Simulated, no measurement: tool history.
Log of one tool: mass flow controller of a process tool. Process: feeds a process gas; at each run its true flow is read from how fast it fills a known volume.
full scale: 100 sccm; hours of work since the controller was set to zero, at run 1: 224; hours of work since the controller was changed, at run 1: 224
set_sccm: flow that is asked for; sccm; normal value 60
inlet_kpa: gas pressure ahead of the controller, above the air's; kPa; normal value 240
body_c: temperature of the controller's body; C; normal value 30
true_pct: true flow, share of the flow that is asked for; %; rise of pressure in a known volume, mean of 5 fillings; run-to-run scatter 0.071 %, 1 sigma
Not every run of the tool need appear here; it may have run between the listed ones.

run,hour,set_sccm,inlet_kpa,body_c,hours of work since the controller was set to zero,hours of work since the controller was changed,true_pct
1,0.0,60,240,30,224,224,100.32
2,320.6,46,240,30,370,370,100.15
3,521.9,46,217,30,462,462,100.41
4,823.9,46,217,30,600,600,100.56
5,1062.7,60,240,30,709,709,100.31
6,1373.8,60,240,30,850,850,100.33
7,1693.9,60,240,30,996,996,100.22
8,1941.0,60,240,23,1109,1109,99.69
9,2169.9,60,240,30,1213,1213,100.27
10,2321.4,60,240,30,1282,1282,100.31
11,2590.2,60,240,30,1405,1405,100.11
12,2901.7,60,240,30,1547,1547,100.25
13,3201.2,60,240,30,1684,1684,100.29
14,3425.5,60,240,30,1786,1786,100.32
15,3623.8,60,240,30,1876,1876,100.30
16,3793.3,60,280,30,1953,1953,100.13
17,4045.6,18,280,30,2068,2068,101.90
18,4380.1,18,280,30,2221,2221,102.00
19,4673.8,18,280,30,2355,2355,102.19
20,4964.7,18,280,30,2487,2487,102.39
21,5217.7,30,240,30,2603,2603,101.16
22,5529.5,30,240,21,2745,2745,100.47
23,5734.2,30,240,21,2838,2838,100.52
24,6026.5,60,240,35,2971,2971,100.70
25,6311.6,60,240,32,3101,3101,100.54

For run 26, what comes out?
26,6481.8,60,240,36,3179,3179,?

true_pct: 100.87 %
With the hidden condition absent and the run-to-run variation left alone, this run would have shown true_pct 100.56 %.
